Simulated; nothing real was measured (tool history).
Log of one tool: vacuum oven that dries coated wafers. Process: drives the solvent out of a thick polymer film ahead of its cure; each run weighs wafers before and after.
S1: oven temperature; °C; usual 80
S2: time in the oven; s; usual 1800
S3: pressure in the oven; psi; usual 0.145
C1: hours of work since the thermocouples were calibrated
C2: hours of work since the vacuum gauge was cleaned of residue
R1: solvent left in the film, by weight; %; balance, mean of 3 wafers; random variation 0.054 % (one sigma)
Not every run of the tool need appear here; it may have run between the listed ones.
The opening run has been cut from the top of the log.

| run | hour | S1 | S2 | S3 | C1 | C2 | R1 |
|---|---|---|---|---|---|---|---|
| 2 | 14.8 | 80 | 1800 | 0.145 | 641 | 321 | 5.06 |
| 3 | 28.9 | 80 | 1140 | 0.145 | 652 | 332 | 7.9 |
| 4 | 42.5 | 80 | 1140 | 0.145 | 662 | 343 | 7.93 |
| 5 | 53.1 | 80 | 1140 | 0.145 | 671 | 351 | 7.95 |
| 6 | 73.9 | 80 | 1140 | 0.145 | 687 | 367 | 7.95 |
| 7 | 86.8 | 80 | 1140 | 0.145 | 697 | 377 | 7.89 |
| 8 | 97.8 | 80 | 1020 | 0.145 | 705 | 386 | 8.59 |
| 9 | 108.2 | 70 | 1020 | 0.145 | 713 | 394 | 12.4 |
| 10 | 124 | 94 | 1020 | 0.145 | 726 | 406 | 3.34 |
| 11 | 140.1 | 94 | 1020 | 0.145 | 738 | 419 | 3.41 |
| 12 | 155.7 | 94 | 1020 | 0.145 | 750 | 431 | 3.39 |
| 13 | 171 | 94 | 1020 | 0.464 | 762 | 443 | 3.56 |
| 14 | 188 | 94 | 1020 | 0.464 | 775 | 456 | 3.63 |
| 15 | 209.1 | 94 | 1020 | 0.464 | 792 | 472 | 3.52 |
| 16 | 230.5 | 80 | 1800 | 0.26 | 808 | 489 | 5 |
| 17 | 248.3 | 80 | 1800 | 0.26 | 822 | 503 | 5 |
| 18 | 266 | 80 | 1800 | 0.26 | 836 | 516 | 4.99 |
| 19 | 285.2 | 80 | 1800 | 0.26 | 851 | 531 | 4.91 |
| 20 | 305.5 | 80 | 1800 | 0.133 | 867 | 547 | 4.88 |
| 21 | 323.4 | 74 | 1800 | 0.133 | 881 | 561 | 7.24 |
| 22 | 341 | 80 | 1320 | 0.145 | 894 | 575 | 6.71 |
| 23 | 350.1 | 85 | 1620 | 0.242 | 901 | 582 | 3.74 |
| 24 | 368.5 | 85 | 1620 | 0.242 | 916 | 596 | 3.7 |
| 25 | 383.4 | 71 | 2520 | 0.148 | 927 | 608 | 6.25 |
| 26 | 399.8 | 71 | 2880 | 0.148 | 940 | 620 | 5.37 |

Expected results for the next run?
| 27 | 421.4 | 71 | 2880 | 0.148 | 957 | 637 | ? |

{"run 27": {"R1": 5.44}}
The same run, on a tool lacking any hidden state, would have yielded R1 6.09 %.

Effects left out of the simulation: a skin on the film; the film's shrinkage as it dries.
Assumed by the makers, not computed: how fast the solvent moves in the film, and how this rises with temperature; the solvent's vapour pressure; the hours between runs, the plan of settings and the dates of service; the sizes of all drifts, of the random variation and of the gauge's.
